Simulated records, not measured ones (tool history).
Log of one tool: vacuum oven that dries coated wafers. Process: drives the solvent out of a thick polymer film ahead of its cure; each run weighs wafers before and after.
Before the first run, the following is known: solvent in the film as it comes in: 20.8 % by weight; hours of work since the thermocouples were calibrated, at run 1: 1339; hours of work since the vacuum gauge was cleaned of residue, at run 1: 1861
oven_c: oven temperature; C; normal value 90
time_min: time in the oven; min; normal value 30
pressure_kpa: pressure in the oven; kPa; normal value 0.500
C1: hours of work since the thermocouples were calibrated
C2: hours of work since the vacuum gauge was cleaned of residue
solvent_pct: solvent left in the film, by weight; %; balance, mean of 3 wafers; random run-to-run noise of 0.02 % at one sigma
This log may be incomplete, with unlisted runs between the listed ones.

run 1 hour=0.0 | oven_c=90 time_min=30 pressure_kpa=0.500 | C1=1339 C2=1861 | solvent_pct=1.77
run 2 hour=74.8 | oven_c=103 time_min=30 pressure_kpa=0.500 | C1=1373 C2=1895 | solvent_pct=0.54
run 3 hour=170.2 | oven_c=90 time_min=30 pressure_kpa=0.500 | C1=1416 C2=1938 | solvent_pct=1.72
run 4 hour=265.8 | oven_c=90 time_min=51 pressure_kpa=0.500 | C1=1459 C2=1981 | solvent_pct=0.84
run 5 hour=328.8 | oven_c=90 time_min=51 pressure_kpa=0.500 | C1=1487 C2=2009 | solvent_pct=0.86
run 6 hour=385.2 | oven_c=90 time_min=51 pressure_kpa=0.500 | C1=1512 C2=2034 | solvent_pct=0.85
run 7 hour=435.1 | oven_c=90 time_min=15 pressure_kpa=0.500 | C1=1535 C2=2057 | solvent_pct=4.82
run 8 hour=523.1 | oven_c=92 time_min=30 pressure_kpa=0.500 | C1=1574 C2=2096 | solvent_pct=1.46
run 9 hour=617.3 | oven_c=92 time_min=30 pressure_kpa=0.500 | C1=1617 C2=2139 | solvent_pct=1.44
run 10 hour=704.1 | oven_c=92 time_min=30 pressure_kpa=0.500 | C1=1656 C2=2178 | solvent_pct=1.45
run 11 hour=803.1 | oven_c=92 time_min=30 pressure_kpa=0.500 | C1=1700 C2=2222 | solvent_pct=1.43
-- hour=838.7 oven's thermocouples calibrated
run 12 hour=885.9 | oven_c=92 time_min=30 pressure_kpa=0.500 | C1=21 C2=2259 | solvent_pct=1.67
run 13 hour=950.7 | oven_c=96 time_min=30 pressure_kpa=0.500 | C1=50 C2=2288 | solvent_pct=1.13
run 14 hour=1049.2 | oven_c=96 time_min=30 pressure_kpa=0.500 | C1=95 C2=2332 | solvent_pct=1.15
run 15 hour=1120.3 | oven_c=96 time_min=30 pressure_kpa=0.500 | C1=127 C2=2364 | solvent_pct=1.15
run 16 hour=1190.1 | oven_c=96 time_min=18 pressure_kpa=0.500 | C1=158 C2=2395 | solvent_pct=2.71
run 17 hour=1247.5 | oven_c=96 time_min=18 pressure_kpa=0.500 | C1=184 C2=2421 | solvent_pct=2.72
run 18 hour=1353.3 | oven_c=96 time_min=18 pressure_kpa=0.500 | C1=231 C2=2469 | solvent_pct=2.68
run 19 hour=1419.6 | oven_c=96 time_min=18 pressure_kpa=0.500 | C1=261 C2=2499 | solvent_pct=2.69
run 20 hour=1488.4 | oven_c=96 time_min=18 pressure_kpa=0.500 | C1=292 C2=2530 | solvent_pct=2.69
run 21 hour=1543.9 | oven_c=96 time_min=18 pressure_kpa=0.500 | C1=317 C2=2555 | solvent_pct=2.70
run 22 hour=1622.3 | oven_c=96 time_min=18 pressure_kpa=0.500 | C1=352 C2=2590 | solvent_pct=2.70
run 23 hour=1683.8 | oven_c=96 time_min=18 pressure_kpa=0.500 | C1=380 C2=2617 | solvent_pct=2.69
run 24 hour=1762.3 | oven_c=90 time_min=30 pressure_kpa=0.809 | C1=415 C2=2653 | solvent_pct=2.19
run 25 hour=1854.5 | oven_c=90 time_min=30 pressure_kpa=0.809 | C1=457 C2=2694 | solvent_pct=2.21
run 26 hour=1935.4 | oven_c=90 time_min=30 pressure_kpa=0.809 | C1=493 C2=2731 | solvent_pct=2.20
run 27 hour=1982.1 | oven_c=104 time_min=25 pressure_kpa=0.809 | C1=514 C2=2752 | solvent_pct=0.89
run 28 hour=2078.5 | oven_c=90 time_min=33 pressure_kpa=0.883 | C1=557 C2=2795 | solvent_pct=1.96
run 29 hour=2153.3 | oven_c=83 time_min=30 pressure_kpa=1.154 | C1=591 C2=2829 | solvent_pct=4.04
run 30 hour=2211.9 | oven_c=75 time_min=34 pressure_kpa=0.320 | C1=617 C2=2855 | solvent_pct=5.20
run 31 hour=2304.4 | oven_c=90 time_min=23 pressure_kpa=0.500 | C1=659 C2=2896 | solvent_pct=2.96
run 32 hour=2361.5 | oven_c=90 time_min=49 pressure_kpa=0.500 | C1=685 C2=2922 | solvent_pct=1.11
-- hour=2418.5 vacuum gauge cleaned of residue and calibrated
run 33 hour=2418.5 | oven_c=102 time_min=37 pressure_kpa=0.500 | C1=710 C2=0 | solvent_pct=0.26
run 34 hour=2489.0 | oven_c=81 time_min=18 pressure_kpa=0.833 | C1=741 C2=32 | solvent_pct=6.51
run 35 hour=2537.9 | oven_c=90 time_min=16 pressure_kpa=0.500 | C1=763 C2=54 | solvent_pct=4.32
run 36 hour=2588.5 | oven_c=90 time_min=16 pressure_kpa=0.703 | C1=786 C2=76 | solvent_pct=4.39
run 37 hour=2677.4 | oven_c=90 time_min=16 pressure_kpa=0.703 | C1=826 C2=116 | solvent_pct=4.36
run 38 hour=2779.1 | oven_c=90 time_min=39 pressure_kpa=0.266 | C1=872 C2=162 | solvent_pct=0.72
run 39 hour=2874.9 | oven_c=92 time_min=30 pressure_kpa=1.949 | C1=915 C2=205 | solvent_pct=1.87
run 40 hour=2939.0 | oven_c=100 time_min=26 pressure_kpa=1.039 | C1=944 C2=234 | solvent_pct=0.88
run 41 hour=2984.0 | oven_c=100 time_min=26 pressure_kpa=1.039 | C1=964 C2=254 | solvent_pct=0.84
run 42 hour=3059.9 | oven_c=85 time_min=16 pressure_kpa=0.268 | C1=998 C2=288 | solvent_pct=5.58
run 43 hour=3154.7 | oven_c=97 time_min=31 pressure_kpa=0.268 | C1=1041 C2=331 | solvent_pct=0.51
run 44 hour=3232.4 | oven_c=104 time_min=16 pressure_kpa=0.500 | C1=1076 C2=366 | solvent_pct=1.28
run 45 hour=3314.0 | oven_c=104 time_min=16 pressure_kpa=0.500 | C1=1112 C2=403 | solvent_pct=1.23
run 46 hour=3390.0 | oven_c=104 time_min=16 pressure_kpa=0.500 | C1=1146 C2=437 | solvent_pct=1.27
run 47 hour=3450.1 | oven_c=90 time_min=40 pressure_kpa=0.500 | C1=1173 C2=464 | solvent_pct=0.78

Measured less the same run without the tool's hidden state. The same run-to-run variation is in both; the gauge's scatter may not be:
Hidden conditions of the tool in this case: true wafer temperature over the reading, C; true pressure over the reading, kPa; drift of the gauge itself on solvent_pct, %.
run=1 solvent_pct=+0.14
run=2 solvent_pct=+0.18
run=3 solvent_pct=+0.14
run=4 solvent_pct=+0.31
run=5 solvent_pct=+0.31
run=6 solvent_pct=+0.31
run=7 solvent_pct=-0.11
run=8 solvent_pct=+0.15
run=9 solvent_pct=+0.15
run=10 solvent_pct=+0.15
run=11 solvent_pct=+0.16
run=12 solvent_pct=+0.39
run=13 solvent_pct=+0.35
run=14 solvent_pct=+0.35
run=15 solvent_pct=+0.35
run=16 solvent_pct=+0.29
run=17 solvent_pct=+0.29
run=18 solvent_pct=+0.28
run=19 solvent_pct=+0.28
run=20 solvent_pct=+0.28
run=21 solvent_pct=+0.28
run=22 solvent_pct=+0.27
run=23 solvent_pct=+0.26
run=24 solvent_pct=+0.41
run=25 solvent_pct=+0.41
run=26 solvent_pct=+0.41
run=27 solvent_pct=+0.29
run=28 solvent_pct=+0.43
run=29 solvent_pct=+0.44
run=30 solvent_pct=+0.58
run=31 solvent_pct=+0.33
run=32 solvent_pct=+0.53
run=33 solvent_pct=-0.02
run=34 solvent_pct=-0.30
run=35 solvent_pct=-0.27
run=36 solvent_pct=-0.28
run=37 solvent_pct=-0.28
run=38 solvent_pct=-0.08
run=39 solvent_pct=-0.15
run=40 solvent_pct=-0.08
run=41 solvent_pct=-0.08
run=42 solvent_pct=-0.33
run=43 solvent_pct=-0.04
run=44 solvent_pct=-0.15
run=45 solvent_pct=-0.15
run=46 solvent_pct=-0.15
run=47 solvent_pct=-0.05
